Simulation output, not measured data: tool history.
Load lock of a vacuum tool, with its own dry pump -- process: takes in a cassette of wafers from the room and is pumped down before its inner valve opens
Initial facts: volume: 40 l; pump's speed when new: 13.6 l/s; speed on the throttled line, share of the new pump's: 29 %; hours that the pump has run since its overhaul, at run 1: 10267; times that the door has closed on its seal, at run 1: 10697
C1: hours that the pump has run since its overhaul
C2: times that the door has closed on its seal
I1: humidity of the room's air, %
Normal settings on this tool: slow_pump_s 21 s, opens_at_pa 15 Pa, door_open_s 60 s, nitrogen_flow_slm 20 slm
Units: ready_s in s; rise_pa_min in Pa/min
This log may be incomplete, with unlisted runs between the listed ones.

{"run": 1, "day": 0.0, "slow_pump_s": 21, "opens_at_pa": 15, "door_open_s": 60, "nitrogen_flow_slm": 20, "C1": 10267, "C2": 10697, "I1": 43.4, "ready_s": 44.7, "rise_pa_min": 0.046}
{"run": 2, "day": 6.754, "slow_pump_s": 21, "opens_at_pa": 16, "door_open_s": 60, "nitrogen_flow_slm": 20, "C1": 10429, "C2": 11144, "I1": 44.4, "ready_s": 44.4, "rise_pa_min": 0.053}
{"run": 3, "day": 11.908, "slow_pump_s": 21, "opens_at_pa": 15, "door_open_s": 95, "nitrogen_flow_slm": 20, "C1": 10553, "C2": 11485, "I1": 44.6, "ready_s": 44.8, "rise_pa_min": 0.054}
{"run": 4, "day": 17.2, "slow_pump_s": 21, "opens_at_pa": 15, "door_open_s": 95, "nitrogen_flow_slm": 20, "C1": 10680, "C2": 11835, "I1": 44.2, "ready_s": 44.6, "rise_pa_min": 0.054}
{"run": 5, "day": 21.025, "slow_pump_s": 21, "opens_at_pa": 15, "door_open_s": 95, "nitrogen_flow_slm": 20, "C1": 10772, "C2": 12088, "I1": 46.2, "ready_s": 44.6, "rise_pa_min": 0.054}
{"run": 6, "day": 27.029, "slow_pump_s": 21, "opens_at_pa": 15, "door_open_s": 95, "nitrogen_flow_slm": 20, "C1": 10916, "C2": 12485, "I1": 45.9, "ready_s": 44.5, "rise_pa_min": 0.059}
{"run": 7, "day": 30.362, "slow_pump_s": 21, "opens_at_pa": 15, "door_open_s": 95, "nitrogen_flow_slm": 20, "C1": 10996, "C2": 12706, "I1": 46.3, "ready_s": 44.8, "rise_pa_min": 0.057}
{"run": 8, "day": 36.771, "slow_pump_s": 21, "opens_at_pa": 15, "door_open_s": 95, "nitrogen_flow_slm": 20, "C1": 11150, "C2": 13130, "I1": 46.1, "ready_s": 44.3, "rise_pa_min": 0.06}
{"run": 9, "day": 41.775, "slow_pump_s": 21, "opens_at_pa": 15, "door_open_s": 95, "nitrogen_flow_slm": 20, "C1": 11270, "C2": 13461, "I1": 45.3, "ready_s": 43.9, "rise_pa_min": 0.06}
{"run": 10, "day": 47.525, "slow_pump_s": 21, "opens_at_pa": 15, "door_open_s": 95, "nitrogen_flow_slm": 20, "C1": 11408, "C2": 13841, "I1": 45.6, "ready_s": 45.1, "rise_pa_min": 0.064}
{"run": 11, "day": 52.996, "slow_pump_s": 21, "opens_at_pa": 15, "door_open_s": 95, "nitrogen_flow_slm": 20, "C1": 11539, "C2": 14203, "I1": 46, "ready_s": 44.1, "rise_pa_min": 0.063}
{"run": 12, "day": 58.196, "slow_pump_s": 21, "opens_at_pa": 15, "door_open_s": 95, "nitrogen_flow_slm": 20, "C1": 11664, "C2": 14547, "I1": 47, "ready_s": 45, "rise_pa_min": 0.063}
{"run": 13, "day": 64.2, "slow_pump_s": 21, "opens_at_pa": 15, "door_open_s": 95, "nitrogen_flow_slm": 20, "C1": 11808, "C2": 14944, "I1": 46.1, "ready_s": 45.1, "rise_pa_min": 0.064}
{"run": 14, "day": 68.204, "slow_pump_s": 38, "opens_at_pa": 15, "door_open_s": 131, "nitrogen_flow_slm": 20, "C1": 11904, "C2": 15209, "I1": 46.9, "ready_s": 56.4, "rise_pa_min": 0.074}
{"run": 15, "day": 72.192, "slow_pump_s": 38, "opens_at_pa": 15, "door_open_s": 131, "nitrogen_flow_slm": 20, "C1": 12000, "C2": 15473, "I1": 44.4, "ready_s": 56.4, "rise_pa_min": 0.073}
{"day": 77.292, "done": "dry pump taken out, an overhauled one fitted"}
{"run": 16, "day": 77.454, "slow_pump_s": 38, "opens_at_pa": 15, "door_open_s": 131, "nitrogen_flow_slm": 20, "C1": 4, "C2": 15805, "I1": 46.3, "ready_s": 53.2, "rise_pa_min": 0.069}
{"run": 17, "day": 81.642, "slow_pump_s": 13, "opens_at_pa": 15, "door_open_s": 60, "nitrogen_flow_slm": 7, "C1": 104, "C2": 16081, "I1": 42.9, "ready_s": 35.9, "rise_pa_min": 0.073}
{"run": 18, "day": 86.588, "slow_pump_s": 11, "opens_at_pa": 15, "door_open_s": 60, "nitrogen_flow_slm": 5, "C1": 223, "C2": 16409, "I1": 43.5, "ready_s": 34, "rise_pa_min": 0.086}
{"run": 19, "day": 92.433, "slow_pump_s": 11, "opens_at_pa": 15, "door_open_s": 60, "nitrogen_flow_slm": 5, "C1": 363, "C2": 16795, "I1": 45.5, "ready_s": 34.6, "rise_pa_min": 0.087}
{"run": 20, "day": 99.242, "slow_pump_s": 19, "opens_at_pa": 20, "door_open_s": 39, "nitrogen_flow_slm": 22, "C1": 527, "C2": 17246, "I1": 47.3, "ready_s": 39.1, "rise_pa_min": 0.062}
{"run": 21, "day": 104.067, "slow_pump_s": 19, "opens_at_pa": 20, "door_open_s": 39, "nitrogen_flow_slm": 22, "C1": 643, "C2": 17565, "I1": 45.1, "ready_s": 38.5, "rise_pa_min": 0.067}

What if the next run were any one of these 5? Each begins from the tool's condition after run 21:
{"run": "A", "day": 110.938, "slow_pump_s": 17, "opens_at_pa": 12, "door_open_s": 211, "nitrogen_flow_slm": 22, "C1": 808, "C2": 18020, "I1": 47.1, "ready_s": "?", "rise_pa_min": "?"}
{"run": "B", "day": 110.938, "slow_pump_s": 21, "opens_at_pa": 15, "door_open_s": 28, "nitrogen_flow_slm": 36, "C1": 808, "C2": 18020, "I1": 45.7, "ready_s": "?", "rise_pa_min": "?"}
{"run": "C", "day": 110.938, "slow_pump_s": 21, "opens_at_pa": 20, "door_open_s": 80, "nitrogen_flow_slm": 20, "C1": 808, "C2": 18020, "I1": 48, "ready_s": "?", "rise_pa_min": "?"}
{"run": "D", "day": 110.938, "slow_pump_s": 13, "opens_at_pa": 13, "door_open_s": 52, "nitrogen_flow_slm": 20, "C1": 808, "C2": 18020, "I1": 43.8, "ready_s": "?", "rise_pa_min": "?"}
{"run": "E", "day": 110.938, "slow_pump_s": 14, "opens_at_pa": 20, "door_open_s": 39, "nitrogen_flow_slm": 41, "C1": 808, "C2": 18020, "I1": 46.6, "ready_s": "?", "rise_pa_min": "?"}

run=A ready_s=39.3 rise_pa_min=0.086
run=B ready_s=41 rise_pa_min=0.059
run=C ready_s=39.8 rise_pa_min=0.079
run=D ready_s=36 rise_pa_min=0.074
run=E ready_s=35.5 rise_pa_min=0.063
Had the tool no hidden state, the same runs would have come out as:
run=A ready_s=39 rise_pa_min=0.037
run=B ready_s=40.7 rise_pa_min=0.011
run=C ready_s=39.5 rise_pa_min=0.03
run=D ready_s=35.7 rise_pa_min=0.025
run=E ready_s=35.1 rise_pa_min=0.015
